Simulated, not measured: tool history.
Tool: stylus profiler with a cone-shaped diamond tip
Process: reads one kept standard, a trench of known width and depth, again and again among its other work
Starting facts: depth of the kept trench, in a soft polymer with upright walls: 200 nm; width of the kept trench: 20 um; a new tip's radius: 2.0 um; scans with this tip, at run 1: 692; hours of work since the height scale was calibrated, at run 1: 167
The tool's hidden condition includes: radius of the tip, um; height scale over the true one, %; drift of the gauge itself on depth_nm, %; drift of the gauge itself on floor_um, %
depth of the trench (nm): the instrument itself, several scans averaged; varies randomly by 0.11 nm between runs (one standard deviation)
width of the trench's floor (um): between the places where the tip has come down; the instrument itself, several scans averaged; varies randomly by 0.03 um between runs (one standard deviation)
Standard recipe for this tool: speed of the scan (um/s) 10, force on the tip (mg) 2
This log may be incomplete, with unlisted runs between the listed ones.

run   hour  speed of the scan (um/s)  force on the tip (mg)  scans with this tip  hours of work since the height scale was calibrated  depth of the trench (nm)  width of the trench's floor (um)
  1      0                        10                      2                  692                                                  167                    201.88                             18.18
  2   24.6                        10                      2                  762                                                  184                    201.78                             18.14
  3   40.1                        10                   2.21                  806                                                  195                    201.71                             18.21
  4   53.2                        10                   2.21                  843                                                  204                    201.77                             18.15
  5     83                        10                   2.21                  928                                                  224                    201.97                             18.18
  6  112.8                        10                   2.21                 1012                                                  244                    201.82                             18.19
  7  142.8                        10                   2.21                 1097                                                  265                    201.73                              18.2
  8  169.6                        10                   2.21                 1173                                                  283                    201.79                             18.15
  9  194.8                        33                      2                 1245                                                  301                    201.47                             18.01
 10  218.8                        33                      2                 1313                                                  317                    201.52                             18.06
 11  248.5                        10                      2                 1397                                                  337                    201.54                             18.12
 12  272.4                        10                      2                 1465                                                  354                    201.28                             18.09
 13  304.4                        10                      2                 1556                                                  376                     201.6                             18.16
 14  334.9                         3                   0.91                 1642                                                  397                    200.88                             18.13
 15  365.4                         3                   1.15                 1728                                                  417                    200.86                             18.18
 16  386.5                         3                   1.15                 1788                                                  432                    200.86                             18.19
 17  408.3                         3                   1.15                 1850                                                  447                    200.88                             18.16
 18  428.2                         3                   1.15                 1907                                                  460                    200.85                             18.19
 19    444                         3                   1.15                 1951                                                  471                    200.72                             18.14
 20  466.2                         2                      2                 2014                                                  486                    201.42                             18.14
 21  492.6                        10                   0.93                 2089                                                  504                     200.4                             18.07
 22  522.4                        10                   0.93                 2174                                                  525                    200.79                             18.11

Table of differences, measured result less the result of that run with no hidden state. Run-to-run variation is the same in both. Gauge scatter possibly is not:
run  depth of the trench (nm)  width of the trench's floor (um)
  1                     -0.19                             -0.02
  2                     -0.21                             -0.03
  3                     -0.22                             -0.03
  4                     -0.24                             -0.03
  5                     -0.25                             -0.03
  6                     -0.28                             -0.04
  7                     -0.29                             -0.04
  8                     -0.31                             -0.05
  9                     -0.33                             -0.04
 10                     -0.35                             -0.05
 11                     -0.37                             -0.05
 12                     -0.39                             -0.06
 13                     -0.41                             -0.05
 14                     -0.43                             -0.06
 15                     -0.45                             -0.06
 16                     -0.46                             -0.07
 17                     -0.48                             -0.07
 18                     -0.49                             -0.07
 19                      -0.5                             -0.07
 20                     -0.52                             -0.08
 21                     -0.54                             -0.08
 22                     -0.55                             -0.08
